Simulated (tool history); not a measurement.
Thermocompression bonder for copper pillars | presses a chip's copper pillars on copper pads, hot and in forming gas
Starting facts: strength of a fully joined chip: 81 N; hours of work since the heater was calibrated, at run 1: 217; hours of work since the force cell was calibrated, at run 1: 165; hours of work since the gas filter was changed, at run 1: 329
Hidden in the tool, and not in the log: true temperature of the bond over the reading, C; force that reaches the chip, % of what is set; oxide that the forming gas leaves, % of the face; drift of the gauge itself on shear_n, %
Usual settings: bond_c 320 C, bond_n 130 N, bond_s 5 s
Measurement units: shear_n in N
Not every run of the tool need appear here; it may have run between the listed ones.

| run | hour | bond_c | bond_n | bond_s | hours of work since the heater was calibrated | hours of work since the force cell was calibrated | hours of work since the gas filter was changed | shear_n |
|---|---|---|---|---|---|---|---|---|
| 1 | 0 | 320 | 130 | 5 | 217 | 165 | 329 | 57.1 |
| 2 | 59.5 | 320 | 130 | 3 | 261 | 209 | 373 | 50.2 |
| 3 | 104.2 | 320 | 130 | 3 | 294 | 242 | 406 | 50.2 |
| 4 | 151.3 | 320 | 130 | 3 | 329 | 277 | 441 | 49.9 |
|  | 170.3 | forming gas filter changed |
| 5 | 203.2 | 320 | 130 | 3 | 367 | 314 | 24 | 53.5 |
| 6 | 262.4 | 320 | 130 | 3 | 410 | 358 | 68 | 53.1 |
| 7 | 301.5 | 320 | 130 | 4 | 439 | 387 | 97 | 57.3 |
| 8 | 340.4 | 320 | 130 | 3 | 467 | 415 | 125 | 53.5 |
| 9 | 382.1 | 320 | 130 | 3 | 498 | 446 | 156 | 52.9 |
| 10 | 435.3 | 320 | 130 | 3 | 537 | 485 | 195 | 52.8 |
| 11 | 499.4 | 320 | 130 | 3 | 585 | 532 | 242 | 53.8 |
| 12 | 559.1 | 320 | 130 | 13 | 628 | 576 | 286 | 70.7 |
| 13 | 606.2 | 320 | 97 | 5 | 663 | 611 | 321 | 52 |
| 14 | 642 | 321 | 178 | 5 | 689 | 637 | 347 | 68.7 |
| 15 | 677 | 321 | 155 | 3 | 715 | 663 | 373 | 59.2 |
|  | 717 | heater calibrated with a thermocouple chip |
| 16 | 717 | 347 | 129 | 10 | 0 | 691 | 401 | 71.6 |
| 17 | 778.2 | 295 | 110 | 5 | 45 | 736 | 446 | 41.6 |
|  | 787 | forming gas filter changed |
| 18 | 822.9 | 291 | 152 | 5 | 78 | 769 | 26 | 52.9 |
|  | 854.8 | force cell calibrated |
| 19 | 854.8 | 295 | 181 | 5 | 100 | 0 | 49 | 57.8 |
| 20 | 903.2 | 315 | 170 | 6 | 136 | 36 | 84 | 65.3 |
| 21 | 946.1 | 345 | 169 | 9 | 167 | 67 | 116 | 77.1 |
| 22 | 1011.7 | 306 | 86 | 4 | 215 | 115 | 164 | 36 |
| 23 | 1072.9 | 320 | 187 | 15 | 260 | 161 | 209 | 75.3 |
| 24 | 1110.8 | 308 | 139 | 4 | 288 | 188 | 237 | 51.8 |
| 25 | 1166.8 | 308 | 139 | 4 | 330 | 230 | 278 | 51.4 |

The same runs without the tool's hidden state, with the same run-to-run variation:
| run | shear_n |
|---|---|
| 1 | 57.6 |
| 2 | 50.1 |
| 3 | 50.2 |
| 4 | 49.8 |
| 5 | 50.3 |
| 6 | 49.7 |
| 7 | 54 |
| 8 | 50.1 |
| 9 | 49.4 |
| 10 | 49.2 |
| 11 | 50.2 |
| 12 | 69.6 |
| 13 | 48.1 |
| 14 | 67.2 |
| 15 | 55.9 |
| 16 | 74.3 |
| 17 | 41.5 |
| 18 | 50 |
| 19 | 57.7 |
| 20 | 65.4 |
| 21 | 77.9 |
| 22 | 35.4 |
| 23 | 76.8 |
| 24 | 51.1 |
| 25 | 50.6 |

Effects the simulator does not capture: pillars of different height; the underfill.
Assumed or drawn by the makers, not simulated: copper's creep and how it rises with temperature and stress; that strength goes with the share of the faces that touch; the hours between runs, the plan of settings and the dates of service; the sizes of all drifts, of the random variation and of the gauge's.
